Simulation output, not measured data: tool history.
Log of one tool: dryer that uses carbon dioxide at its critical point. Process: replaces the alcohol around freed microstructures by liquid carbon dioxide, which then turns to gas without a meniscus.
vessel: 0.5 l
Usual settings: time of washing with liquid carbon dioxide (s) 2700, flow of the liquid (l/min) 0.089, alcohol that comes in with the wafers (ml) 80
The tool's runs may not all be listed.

| run | hour | time of washing with liquid carbon dioxide (s) | flow of the liquid (l/min) | alcohol that comes in with the wafers (ml) | alcohol left in the vessel before it's heated (ppm by volume) |
|---|---|---|---|---|---|
| 1 | 0 | 2700 | 0.089 | 80 | 259 |
| 2 | 15.9 | 2700 | 0.089 | 80 | 260 |
| 3 | 38.7 | 2700 | 0.089 | 80 | 261 |
| 4 | 74.4 | 2700 | 0.089 | 80 | 273 |
| 5 | 106.4 | 2700 | 0.089 | 80 | 295 |
| 6 | 132.2 | 2700 | 0.089 | 80 | 281 |
| 7 | 170 | 2700 | 0.089 | 80 | 292 |
| 8 | 194.5 | 2700 | 0.089 | 80 | 296 |
| 9 | 219 | 2700 | 0.089 | 80 | 312 |
| 10 | 257.7 | 2700 | 0.089 | 80 | 307 |
| 11 | 283.4 | 2700 | 0.089 | 80 | 315 |
| 12 | 302.6 | 2700 | 0.089 | 34 | 169 |
| 13 | 330.5 | 2700 | 0.089 | 34 | 172 |
| 14 | 346.9 | 3060 | 0.1051 | 58 | 87 |
| 15 | 365.3 | 2700 | 0.1189 | 99 | 102 |
| 16 | 391 | 2640 | 0.0708 | 99 | 1393 |
| 17 | 425.3 | 2640 | 0.0708 | 99 | 1433 |
| 18 | 459.1 | 3180 | 0.0723 | 50 | 304 |
| 19 | 484.1 | 2700 | 0.089 | 46 | 237 |
| 20 | 519.8 | 2700 | 0.089 | 46 | 248 |
| 21 | 556.6 | 2700 | 0.089 | 46 | 242 |
| 22 | 575.2 | 2700 | 0.089 | 46 | 251 |
| 23 | 610.6 | 3480 | 0.0655 | 51 | 321 |
| 24 | 649.2 | 2700 | 0.1362 | 80 | 91 |
| 25 | 682 | 2700 | 0.1362 | 80 | 98 |
| 26 | 707 | 3000 | 0.1362 | 80 | 88 |

Forecast each of these 5 alternatives for the next run:
|  | 735.1 | inlet filter changed |
| A | 739.2 | 2760 | 0.0692 | 50 | ? |
|  | 735.1 | inlet filter changed |
| B | 739.2 | 2160 | 0.0532 | 52 | ? |
|  | 735.1 | inlet filter changed |
| C | 739.2 | 2580 | 0.1213 | 25 | ? |
|  | 735.1 | inlet filter changed |
| D | 739.2 | 2700 | 0.0783 | 80 | ? |
|  | 735.1 | inlet filter changed |
| E | 739.2 | 2940 | 0.0804 | 23 | ? |

| run | alcohol left in the vessel before it's heated (ppm by volume) |
|---|---|
| A | 419 |
| B | 3280 |
| C | 93 |
| D | 388 |
| E | 140 |
Without the tool's hidden state the same runs would have given:
| run | alcohol left in the vessel before it's heated (ppm by volume) |
|---|---|
| A | 331 |
| B | 3162 |
| C | 10 |
| D | 300 |
| E | 57 |
